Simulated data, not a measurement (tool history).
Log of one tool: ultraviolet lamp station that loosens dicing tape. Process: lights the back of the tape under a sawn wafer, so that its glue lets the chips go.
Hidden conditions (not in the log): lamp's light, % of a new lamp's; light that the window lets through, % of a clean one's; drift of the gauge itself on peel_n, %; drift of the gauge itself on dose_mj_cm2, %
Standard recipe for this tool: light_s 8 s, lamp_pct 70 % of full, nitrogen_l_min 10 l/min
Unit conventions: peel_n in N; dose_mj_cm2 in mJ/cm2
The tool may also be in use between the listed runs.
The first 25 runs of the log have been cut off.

run	hour	light_s	lamp_pct	nitrogen_l_min	hours of work of the lamp	hours of work since the window was cleaned	peel_n	dose_mj_cm2
26	395.1	6	97	5	383	241	0.419	367
27	412.5	6	97	5	392	251	0.430	372
28	423.5	13	77	8	398	257	0.088	629
29	442.6	13	77	8	408	267	0.085	637
30	464.8	8	81	5	420	279	0.349	406
31	473.7	8	81	5	425	284	0.356	403
32	489.5	8	81	5	433	292	0.373	405
33	502.7	8	76	10	441	299	0.260	374
34	517.0	11	72	10	448	307	0.146	494
35	531.9	8	70	7	456	315	0.410	338
36	545.9	8	70	19	464	323	0.224	339
37	556.2	12	73	18	469	328	0.082	521
# hour 563.4: window cleaned of glue's vapour
38	576.5	12	73	18	480	7	0.080	581
39	591.2	14	83	16	488	15	0.054	765
40	609.7	14	83	16	498	25	0.061	766
41	620.3	14	83	16	504	31	0.062	759
42	636.4	14	83	16	512	39	0.062	763
43	652.0	13	97	7	521	48	0.062	820

Here are 4 independent what-if runs from the current tool condition. What would each one return?
A	663.9	8	70	10	527	54	?	?
B	663.9	7	76	7	527	54	?	?
C	663.9	9	83	10	527	54	?	?
D	663.9	8	64	5	527	54	?	?

run	peel_n	dose_mj_cm2
A	0.280	366
B	0.406	342
C	0.140	483
D	0.554	329
With no hidden state in the tool, these same runs would have given:
run	peel_n	dose_mj_cm2
A	0.181	434
B	0.272	406
C	0.096	573
D	0.383	390
